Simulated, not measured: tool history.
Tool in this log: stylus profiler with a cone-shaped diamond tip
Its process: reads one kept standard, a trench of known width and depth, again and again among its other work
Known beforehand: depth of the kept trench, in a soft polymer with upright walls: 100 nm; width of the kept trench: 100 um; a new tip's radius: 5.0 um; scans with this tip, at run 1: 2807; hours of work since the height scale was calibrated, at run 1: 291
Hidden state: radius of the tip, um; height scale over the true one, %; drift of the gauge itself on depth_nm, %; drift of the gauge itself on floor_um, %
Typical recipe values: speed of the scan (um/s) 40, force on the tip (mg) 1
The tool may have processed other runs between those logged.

run   hour  speed of the scan (um/s)  force on the tip (mg)  scans with this tip  hours of work since the height scale was calibrated  depth of the trench (angstrom)  width of the trench's floor (µm)
  1      0                        40                      1                 2807                                                  291                          1004.9                             97.57
  2    7.2                        40                      1                 2849                                                  295                          1004.2                             97.61
  3   21.2                        40                      1                 2928                                                  303                          1003.6                             97.56
  4   30.1                        17                      1                 2979                                                  309                          1004.6                             97.78
  5   39.4                        22                      1                 3032                                                  314                          1003.7                             97.75
  6   52.8                        40                   0.46                 3108                                                  322                          1003.3                             97.44
  7   66.4                        40                   0.69                 3186                                                  330                          1004.1                             97.55
  8   79.2                        40                   0.69                 3259                                                  338                          1003.3                             97.51
  9   87.2                        40                      1                 3305                                                  342                          1004.4                             97.59
 10  100.3                        34                      1                 3379                                                  350                          1004.4                             97.66
 11  113.1                        32                   1.36                 3452                                                  358                          1004.6                             97.65
 12  119.7                        11                   1.14                 3490                                                  362                          1003.1                             97.82
 13  126.5                        62                   1.06                 3529                                                  366                          1004.8                             97.36
     128.5  -- height scale calibrated on a step standard
 14  134.4                       109                   1.06                 3571                                                    4                          1004.4                             97.06
 15  148.2                        76                   0.75                 3650                                                   12                          1004.9                             97.14
 16  161.9                        33                   1.11                 3728                                                   20                            1005                             97.64
 17  174.5                       136                   0.67                 3799                                                   27                            1003                             96.55
       185  -- height scale calibrated on a step standard, once more
 18  190.2                        18                   0.69                 3886                                                    3                          1003.5                             97.72

Each row is a separate what-if for the run after 18, all from the same tool condition, not one after another. Results?
  A  200.4                        29                   1.13                 3944                                                    9                               ?                                 ?
  B  200.4                        49                   0.77                 3944                                                    9                               ?                                 ?
  C  200.4                        40                   0.76                 3944                                                    9                               ?                                 ?
  D  200.4                        33                   0.63                 3944                                                    9                               ?                                 ?

run  depth of the trench (angstrom)  width of the trench's floor (µm)
  A                          1002.2                             97.64
  B                          1004.4                             97.48
  C                            1002                             97.49
  D                          1001.4                             97.55
Take away the tool's hidden state, keep each run's random variation, and the runs would have read:
run  depth of the trench (angstrom)  width of the trench's floor (µm)
  A                            1002                             97.77
  B                          1004.1                             97.61
  C                          1001.7                             97.62
  D                          1001.1                             97.68
